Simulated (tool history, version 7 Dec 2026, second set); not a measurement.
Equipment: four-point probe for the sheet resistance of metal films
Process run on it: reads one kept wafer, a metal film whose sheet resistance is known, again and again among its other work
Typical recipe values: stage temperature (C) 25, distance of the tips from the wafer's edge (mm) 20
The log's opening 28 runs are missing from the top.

run,hour,stage temperature (C),distance of the tips from the wafer's edge (mm),touches since the probe head was changed,hours of work since the stage's thermometer was calibrated,sheet resistance as the instrument gives it (ohm/square)
29,957,33,51,25592,165,2.602573
30,993.5,23,27,26521,192,2.605256
31,1032.5,23,27,27516,222,2.605695
32,1067.2,23,27,28399,248,2.605965
33,1102.5,22,5,29298,275,2.627897
34,1135.8,32,5,30147,300,2.625851
35,1180.2,24,3,31278,334,2.666356
36,1204.4,31,37,31893,352,2.6052
37,1245.1,23,20,32932,383,2.6076
38,1278.5,23,20,33782,408,2.607202
39,1302,31,44,34380,426,2.605874
40,1339.6,21,40,35338,454,2.607286
41,1383.7,30,69,36463,488,2.60604
42,1402.6,30,69,36943,502,2.606419
43,1443.6,28,4,37987,533,2.641301
44,1483,28,4,38992,563,2.641972
45,1525.3,24,10,40069,595,2.615115
46,1570.6,24,10,41223,629,2.613966

Forecast each of these 3 alternatives for the next run:
A,1612.1,20,6,42281,661,?
B,1612.1,28,5,42281,661,?
C,1612.1,28,10,42281,661,?

run,sheet resistance as the instrument gives it (ohm/square)
A,2.626377
B,2.631181
C,2.614177
The same runs, with their run-to-run variation unchanged, on a tool lacking any hidden condition would have given:
run,sheet resistance as the instrument gives it (ohm/square)
A,2.607626
B,2.612431
C,2.59554
